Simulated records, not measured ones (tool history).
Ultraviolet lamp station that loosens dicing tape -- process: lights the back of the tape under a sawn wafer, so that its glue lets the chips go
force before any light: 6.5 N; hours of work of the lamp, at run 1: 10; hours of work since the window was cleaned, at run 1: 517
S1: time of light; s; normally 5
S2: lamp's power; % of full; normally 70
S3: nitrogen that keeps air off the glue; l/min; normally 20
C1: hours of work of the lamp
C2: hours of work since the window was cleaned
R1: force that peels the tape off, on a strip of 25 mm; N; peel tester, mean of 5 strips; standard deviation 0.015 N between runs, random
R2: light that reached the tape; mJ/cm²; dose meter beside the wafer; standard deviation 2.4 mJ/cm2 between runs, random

run   hour  S1   S2  S3   C1   C2     R1   R2
  1      0   5   70  20   10  517  0.751  265
  2   67.4   5   70  20   56  563  0.712  267
  3    135   9   70  20  102  610  0.211  483
     153.1  -- window cleaned of glue's vapour
  4  186.4   5   70  20  137   23  0.747  275
  5  221.2   5  100  20  161   47  0.346  382
  6  265.8   5   70  20  191   77  0.732  268
  7  316.8   5   70  20  226  112  0.739  272
  8  371.4   4   74  20  264  149  1.005  228

Run 9 is up next; what results do you expect?
  9  437.6   5  70  36  309  195   ?   ?

R1: 0.486 N
R2: 270 mJ/cm²
Minus the tool's unlogged condition, the same run would have read R1 0.484 N, R2 270 mJ/cm².
